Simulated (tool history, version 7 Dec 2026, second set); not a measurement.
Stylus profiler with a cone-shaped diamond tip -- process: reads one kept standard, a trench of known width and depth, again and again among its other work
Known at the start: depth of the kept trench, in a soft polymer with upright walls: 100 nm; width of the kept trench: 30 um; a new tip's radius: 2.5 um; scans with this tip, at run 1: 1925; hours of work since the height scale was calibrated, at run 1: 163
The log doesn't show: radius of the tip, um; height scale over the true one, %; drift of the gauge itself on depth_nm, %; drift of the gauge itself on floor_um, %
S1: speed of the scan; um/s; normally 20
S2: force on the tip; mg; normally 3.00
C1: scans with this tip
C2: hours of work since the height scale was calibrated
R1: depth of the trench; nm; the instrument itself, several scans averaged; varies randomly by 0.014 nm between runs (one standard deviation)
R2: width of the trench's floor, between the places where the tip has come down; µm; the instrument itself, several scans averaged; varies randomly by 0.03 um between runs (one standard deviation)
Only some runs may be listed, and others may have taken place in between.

| run | hour | S1 | S2 | C1 | C2 | R1 | R2 |
|---|---|---|---|---|---|---|---|
| 1 | 0.0 | 20 | 3.00 | 1925 | 163 | 101.09 | 28.50 |
| 2 | 40.5 | 20 | 2.28 | 2192 | 186 | 100.88 | 28.49 |
| 3 | 68.4 | 20 | 2.28 | 2376 | 202 | 100.88 | 28.44 |
| 4 | 108.2 | 10 | 3.00 | 2639 | 224 | 101.05 | 28.49 |
| 5 | 132.6 | 11 | 3.00 | 2800 | 238 | 101.07 | 28.51 |
| 6 | 169.3 | 11 | 3.00 | 3042 | 258 | 101.08 | 28.54 |
| 7 | 213.7 | 20 | 6.56 | 3335 | 283 | 101.82 | 28.51 |
| 8 | 234.7 | 20 | 3.00 | 3474 | 295 | 101.10 | 28.47 |
| 9 | 260.3 | 20 | 3.00 | 3643 | 309 | 101.07 | 28.50 |
| 10 | 284.0 | 11 | 3.00 | 3799 | 322 | 101.09 | 28.57 |
| 11 | 307.5 | 11 | 3.00 | 3955 | 336 | 101.10 | 28.49 |
| 12 | 348.0 | 20 | 3.00 | 4222 | 358 | 101.12 | 28.50 |
| 13 | 377.8 | 20 | 3.00 | 4418 | 375 | 101.09 | 28.44 |
| 14 | 408.1 | 20 | 3.00 | 4618 | 392 | 101.11 | 28.46 |
| 15 | 437.4 | 20 | 3.36 | 4812 | 408 | 101.19 | 28.56 |
| 16 | 469.4 | 20 | 3.36 | 5023 | 426 | 101.19 | 28.45 |
| 17 | 493.5 | 20 | 3.89 | 5182 | 440 | 101.28 | 28.42 |
|  | 497.3 | height scale calibrated on a step standard |
| 18 | 527.0 | 20 | 3.89 | 5400 | 17 | 101.29 | 28.46 |
| 19 | 554.4 | 26 | 5.94 | 5581 | 32 | 101.77 | 28.45 |
| 20 | 589.2 | 7 | 2.74 | 5811 | 52 | 101.07 | 28.53 |
| 21 | 619.9 | 7 | 2.74 | 6014 | 69 | 101.07 | 28.51 |
|  | 661.4 | height scale calibrated on a step standard, once more |
| 22 | 664.6 | 6 | 2.74 | 6305 | 2 | 100.95 | 28.45 |
| 23 | 685.3 | 6 | 2.74 | 6442 | 13 | 100.96 | 28.48 |
| 24 | 717.5 | 6 | 2.74 | 6654 | 31 | 101.00 | 28.49 |
| 25 | 741.7 | 6 | 2.74 | 6814 | 45 | 100.97 | 28.50 |
| 26 | 779.1 | 6 | 2.74 | 7061 | 66 | 100.99 | 28.49 |
| 27 | 801.8 | 7 | 2.82 | 7211 | 79 | 101.00 | 28.42 |
| 28 | 837.1 | 6 | 4.71 | 7444 | 98 | 101.44 | 28.49 |
| 29 | 877.4 | 18 | 2.07 | 7710 | 121 | 100.79 | 28.40 |

Forecast each of these 3 alternatives for the next run:
| A | 922.4 | 41 | 5.52 | 8007 | 146 | ? | ? |
| B | 922.4 | 37 | 7.44 | 8007 | 146 | ? | ? |
| C | 922.4 | 8 | 2.92 | 8007 | 146 | ? | ? |

| run | R1 | R2 |
|---|---|---|
| A | 101.61 | 28.35 |
| B | 101.93 | 28.41 |
| C | 101.03 | 28.42 |
Had the tool no hidden state, the same runs would have come out as:
| run | R1 | R2 |
|---|---|---|
| A | 101.63 | 28.47 |
| B | 101.94 | 28.52 |
| C | 101.04 | 28.53 |
